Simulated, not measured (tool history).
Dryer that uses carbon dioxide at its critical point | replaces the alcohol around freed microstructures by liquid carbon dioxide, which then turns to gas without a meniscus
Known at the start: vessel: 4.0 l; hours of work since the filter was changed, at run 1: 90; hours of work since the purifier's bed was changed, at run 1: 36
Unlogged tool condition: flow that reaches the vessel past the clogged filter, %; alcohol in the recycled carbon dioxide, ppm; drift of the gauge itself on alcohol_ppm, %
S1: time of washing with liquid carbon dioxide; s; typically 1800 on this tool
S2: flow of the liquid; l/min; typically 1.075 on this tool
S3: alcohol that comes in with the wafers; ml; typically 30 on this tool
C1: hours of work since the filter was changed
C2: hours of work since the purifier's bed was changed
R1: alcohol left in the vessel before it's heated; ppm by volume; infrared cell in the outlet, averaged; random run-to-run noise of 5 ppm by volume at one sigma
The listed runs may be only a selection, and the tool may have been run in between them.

run,day,S1,S2,S3,C1,C2,R1
1,0.000,1800,1.075,30,90,36,34
2,1.292,1800,1.075,30,104,49,31
3,2.612,1800,1.075,24,118,64,48
4,3.467,1800,1.075,24,127,73,32
5,4.938,1800,1.075,24,143,89,29
6,6.458,1800,1.520,30,160,105,30
7,7.812,1800,0.900,30,174,120,81
8,8.992,1800,0.900,30,187,132,81
9,10.742,1680,0.900,30,206,151,112
10,12.592,1680,0.900,30,226,171,119
11,14.188,1680,0.900,30,243,188,110
12,16.017,1800,1.075,30,262,208,70
# day 17.092: inlet filter changed
13,17.492,1800,1.075,30,4,223,56
14,19.262,1860,1.075,30,23,242,73
15,20.621,1860,1.075,30,38,257,66
16,22.042,1860,1.075,30,53,272,63
17,23.883,1800,1.075,30,73,292,79
18,24.929,1800,1.075,30,84,303,82
19,25.800,1800,1.075,30,94,313,83
20,27.100,1800,1.075,30,108,326,85
21,28.329,1800,0.890,102,121,340,235
22,29.321,1800,1.650,37,131,350,75
23,31.038,2520,1.450,22,150,369,80
24,32.121,1860,1.075,30,162,380,99
25,33.046,1860,1.075,30,172,390,97
26,34.688,1620,0.710,30,189,408,296
27,36.104,1800,0.790,32,204,423,192
28,37.400,1800,0.790,32,218,437,188
29,38.438,1800,0.720,90,230,448,517
30,40.221,1800,0.720,90,249,468,517
31,41.471,1800,0.720,90,262,481,536
32,42.471,1260,1.030,30,273,492,248
# day 42.621: inlet filter changed
33,43.558,1860,1.030,45,10,503,141
34,44.375,1860,1.190,74,19,512,125
35,45.996,1860,1.190,74,36,529,132
36,47.838,1860,1.070,111,56,549,166
37,49.083,1860,0.900,37,69,562,158
38,50.779,1860,0.900,37,88,581,174
39,51.633,1080,1.075,30,97,590,315

Hidden state or all else? Some run-to-run changes of R1, split into what the settings, what came in and random variation would give without the hidden state, and what is left for the hidden state (with any gauge scatter that isn't in both results):
Run 25 -> 26: S1 1860 -> 1620, S2 1.075 -> 0.710. R1 +199 ppm by volume: hidden state +38, all else +161.
Run 28 -> 29: S2 0.790 -> 0.720, S3 32 -> 90. R1 +329 ppm by volume: hidden state +72, all else +257.
Run 31 -> 32: S1 1800 -> 1260, S2 0.720 -> 1.030, S3 90 -> 30. R1 -288 ppm by volume: hidden state -69, all else -219.
